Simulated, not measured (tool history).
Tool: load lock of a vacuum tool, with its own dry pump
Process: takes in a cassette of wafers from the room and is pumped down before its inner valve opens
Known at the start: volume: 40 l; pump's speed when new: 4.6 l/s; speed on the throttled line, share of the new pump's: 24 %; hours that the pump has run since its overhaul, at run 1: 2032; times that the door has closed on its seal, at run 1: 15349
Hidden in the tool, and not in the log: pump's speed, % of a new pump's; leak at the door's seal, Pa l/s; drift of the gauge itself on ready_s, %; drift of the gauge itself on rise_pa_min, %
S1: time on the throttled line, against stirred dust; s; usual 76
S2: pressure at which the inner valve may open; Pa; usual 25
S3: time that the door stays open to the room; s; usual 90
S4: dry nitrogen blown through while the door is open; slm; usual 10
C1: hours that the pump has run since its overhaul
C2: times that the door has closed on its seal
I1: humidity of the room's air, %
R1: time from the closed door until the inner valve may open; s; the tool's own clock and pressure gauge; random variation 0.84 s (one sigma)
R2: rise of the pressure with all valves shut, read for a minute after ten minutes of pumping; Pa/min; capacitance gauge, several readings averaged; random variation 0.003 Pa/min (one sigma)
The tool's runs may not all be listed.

run	hour	S1	S2	S3	S4	C1	C2	I1	R1	R2
1	0.0	76	25	90	10	2032	15349	47.9	130.1	0.049
2	110.2	76	25	90	10	2142	15806	43.9	131.2	0.046
3	304.5	76	25	90	10	2336	16611	46.2	130.2	0.053
4	506.0	76	25	90	10	2537	17446	41.3	130.8	0.044
5	644.8	76	25	90	10	2676	18022	44.3	130.0	0.047
6	853.4	76	25	90	10	2885	18887	45.2	130.3	0.045
7	994.7	76	25	90	10	3026	19472	43.9	129.5	0.049
8	1112.6	76	25	90	10	3144	19961	45.5	130.1	0.048
9	1221.4	76	25	90	10	3253	20412	49.9	128.9	0.055
10	1414.7	76	25	90	10	3446	21213	41.3	131.3	0.048
11	1542.0	76	25	158	10	3574	21741	47.6	130.3	0.072
12	1686.3	76	25	158	10	3718	22339	44.1	130.7	0.069
13	1827.3	76	25	158	10	3859	22923	44.7	129.6	0.068
14	2027.3	76	25	158	10	4059	23753	48.0	129.0	0.076
15	2147.9	76	25	158	10	4179	24252	48.4	129.6	0.068
16	2330.2	76	25	158	10	4362	25008	43.5	130.0	0.066
17	2525.2	76	25	158	10	4557	25816	43.1	130.3	0.062
18	2674.7	76	25	158	10	4706	26436	48.3	130.9	0.078
19	2764.4	136	25	90	13	4796	26808	46.5	177.4	0.044
20	2895.6	47	25	27	21	4927	27352	43.3	108.3	0.019
21	3031.9	76	25	90	6	5063	27917	47.0	130.8	0.060
22	3170.3	76	37	90	18	5202	28491	47.8	126.9	0.045
23	3320.3	48	43	138	30	5352	29112	45.9	104.6	0.036
24	3513.8	101	25	90	10	5545	29914	42.4	150.3	0.051
25	3650.2	76	25	225	27	5682	30480	49.9	131.9	0.062

Run 26 comes next. What will it give?
26	3760.5	147	24	135	28	5792	30937	47.5	?	?

R1: 186.5 s
R2: 0.040 Pa/min
Without the tool's hidden state the same run would have given R1 186.5 s, R2 0.039 Pa/min.
